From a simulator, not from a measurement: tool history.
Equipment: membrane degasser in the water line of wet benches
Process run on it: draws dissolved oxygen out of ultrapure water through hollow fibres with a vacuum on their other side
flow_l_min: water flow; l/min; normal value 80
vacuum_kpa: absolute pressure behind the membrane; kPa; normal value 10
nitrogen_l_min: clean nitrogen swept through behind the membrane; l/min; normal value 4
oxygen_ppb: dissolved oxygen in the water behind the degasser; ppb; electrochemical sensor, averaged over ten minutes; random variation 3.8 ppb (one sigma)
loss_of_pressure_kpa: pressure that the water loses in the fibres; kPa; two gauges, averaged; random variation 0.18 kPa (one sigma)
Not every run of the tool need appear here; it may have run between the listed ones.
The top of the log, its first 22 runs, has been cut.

run	hour	flow_l_min	vacuum_kpa	nitrogen_l_min	hours since the membrane was changed	hours since the vacuum gauge was calibrated	hours since the vacuum lines were made tight	oxygen_ppb	loss_of_pressure_kpa
23	3544.7	74	6.4	2.72	8082	5524	1960	274.5	30.32
24	3766.1	74	6.4	2.72	8303	5745	2181	278.9	29.83
25	3934.8	74	10.3	2.72	8472	5914	2350	484.5	30.22
26	4057	74	10.3	2.72	8594	6036	2472	487.7	30.31
27	4239.1	89	8.8	10.24	8776	6218	2654	245.4	36.55
28	4392.5	89	8.8	10.24	8930	6372	2808	246.9	36.05
29	4584.6	80	10	2.01	9122	6564	3000	619.3	32.98
30	4677.2	80	10	2.01	9214	6656	3092	628.9	32.93
31	4849.2	80	10	2.01	9386	6829	3265	621.6	32.57
32	4997.9	111	10	4	9535	6977	3413	572.2	45.25

What if the next run were any one of these 3? Each begins from the tool's condition after run 32:
# hour 5033.3: vacuum gauge calibrated
A	5134.4	111	8.4	7.46	9671	101	3549	?	?
# hour 5033.3: vacuum gauge calibrated
B	5134.4	121	18	2.75	9671	101	3549	?	?
# hour 5033.3: vacuum gauge calibrated
C	5134.4	66	15.7	10.88	9671	101	3549	?	?

run	oxygen_ppb	loss_of_pressure_kpa
A	366	45.52
B	1311.5	49.74
C	252.5	27.03
What these runs would have given with no unlogged condition in the tool:
run	oxygen_ppb	loss_of_pressure_kpa
A	331.8	43.44
B	1277.8	47.46
C	236	25.8
